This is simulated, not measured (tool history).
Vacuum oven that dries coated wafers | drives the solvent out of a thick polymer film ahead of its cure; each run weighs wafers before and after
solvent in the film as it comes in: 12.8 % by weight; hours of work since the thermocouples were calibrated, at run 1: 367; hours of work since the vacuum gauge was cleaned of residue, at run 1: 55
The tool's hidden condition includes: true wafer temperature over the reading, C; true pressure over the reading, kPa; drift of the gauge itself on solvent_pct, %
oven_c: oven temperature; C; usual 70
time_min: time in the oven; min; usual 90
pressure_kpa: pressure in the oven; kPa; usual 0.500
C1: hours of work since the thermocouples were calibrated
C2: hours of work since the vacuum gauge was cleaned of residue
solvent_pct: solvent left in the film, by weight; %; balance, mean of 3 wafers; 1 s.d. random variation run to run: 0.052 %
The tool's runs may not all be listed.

{"run": 1, "day": 0.0, "oven_c": 70, "time_min": 90, "pressure_kpa": 0.5, "C1": 367, "C2": 55, "solvent_pct": 1.44}
{"run": 2, "day": 0.317, "oven_c": 70, "time_min": 90, "pressure_kpa": 0.5, "C1": 371, "C2": 59, "solvent_pct": 1.2}
{"run": 3, "day": 0.533, "oven_c": 70, "time_min": 90, "pressure_kpa": 0.5, "C1": 374, "C2": 62, "solvent_pct": 1.3}
{"run": 4, "day": 0.938, "oven_c": 70, "time_min": 90, "pressure_kpa": 0.5, "C1": 379, "C2": 67, "solvent_pct": 1.29}
{"run": 5, "day": 1.442, "oven_c": 70, "time_min": 90, "pressure_kpa": 0.5, "C1": 386, "C2": 73, "solvent_pct": 1.26}
{"run": 6, "day": 1.95, "oven_c": 70, "time_min": 90, "pressure_kpa": 0.5, "C1": 392, "C2": 80, "solvent_pct": 1.27}
{"run": 7, "day": 2.45, "oven_c": 70, "time_min": 90, "pressure_kpa": 0.5, "C1": 398, "C2": 86, "solvent_pct": 1.36}
{"run": 8, "day": 2.95, "oven_c": 70, "time_min": 90, "pressure_kpa": 0.5, "C1": 405, "C2": 93, "solvent_pct": 1.28}
{"run": 9, "day": 3.242, "oven_c": 70, "time_min": 90, "pressure_kpa": 0.5, "C1": 408, "C2": 96, "solvent_pct": 1.18}
{"run": 10, "day": 3.738, "oven_c": 70, "time_min": 78, "pressure_kpa": 0.5, "C1": 415, "C2": 102, "solvent_pct": 1.62}
{"run": 11, "day": 4.146, "oven_c": 70, "time_min": 90, "pressure_kpa": 0.5, "C1": 420, "C2": 108, "solvent_pct": 1.27}
{"run": 12, "day": 4.662, "oven_c": 70, "time_min": 90, "pressure_kpa": 0.894, "C1": 426, "C2": 114, "solvent_pct": 1.67}
{"run": 13, "day": 5.033, "oven_c": 68, "time_min": 153, "pressure_kpa": 0.5, "C1": 431, "C2": 119, "solvent_pct": 0.84}
{"run": 14, "day": 5.533, "oven_c": 68, "time_min": 153, "pressure_kpa": 0.5, "C1": 437, "C2": 125, "solvent_pct": 0.8}
{"run": 15, "day": 5.754, "oven_c": 76, "time_min": 52, "pressure_kpa": 0.834, "C1": 440, "C2": 128, "solvent_pct": 1.64}
{"run": 16, "day": 6.079, "oven_c": 85, "time_min": 57, "pressure_kpa": 0.698, "C1": 444, "C2": 132, "solvent_pct": 0.4}
{"run": 17, "day": 6.608, "oven_c": 85, "time_min": 155, "pressure_kpa": 0.698, "C1": 451, "C2": 139, "solvent_pct": 0.43}
{"run": 18, "day": 7.029, "oven_c": 60, "time_min": 76, "pressure_kpa": 1.931, "C1": 456, "C2": 144, "solvent_pct": 6.24}
{"run": 19, "day": 7.471, "oven_c": 69, "time_min": 76, "pressure_kpa": 1.931, "C1": 462, "C2": 150, "solvent_pct": 3.28}
{"run": 20, "day": 7.958, "oven_c": 56, "time_min": 76, "pressure_kpa": 1.097, "C1": 468, "C2": 156, "solvent_pct": 6.37}
{"run": 21, "day": 8.233, "oven_c": 74, "time_min": 90, "pressure_kpa": 0.5, "C1": 472, "C2": 159, "solvent_pct": 0.7}
{"run": 22, "day": 8.7, "oven_c": 66, "time_min": 78, "pressure_kpa": 0.655, "C1": 477, "C2": 165, "solvent_pct": 2.77}
{"run": 23, "day": 9.088, "oven_c": 67, "time_min": 70, "pressure_kpa": 0.655, "C1": 482, "C2": 170, "solvent_pct": 2.99}
{"run": 24, "day": 9.5, "oven_c": 67, "time_min": 70, "pressure_kpa": 0.655, "C1": 488, "C2": 175, "solvent_pct": 2.97}

Branching from run 24: 3 alternative next runs. What would each branch give?
{"run": "A", "day": 9.804, "oven_c": 71, "time_min": 70, "pressure_kpa": 0.655, "C1": 491, "C2": 179, "solvent_pct": "?"}
{"run": "B", "day": 9.804, "oven_c": 74, "time_min": 71, "pressure_kpa": 0.741, "C1": 491, "C2": 179, "solvent_pct": "?"}
{"run": "C", "day": 9.804, "oven_c": 70, "time_min": 156, "pressure_kpa": 0.819, "C1": 491, "C2": 179, "solvent_pct": "?"}

run=A solvent_pct=1.89
run=B solvent_pct=1.29
run=C solvent_pct=1.02
Stripped of hidden state, with their random variation kept, the same runs would have yielded:
run=A solvent_pct=1.79
run=B solvent_pct=1.20
run=C solvent_pct=0.96
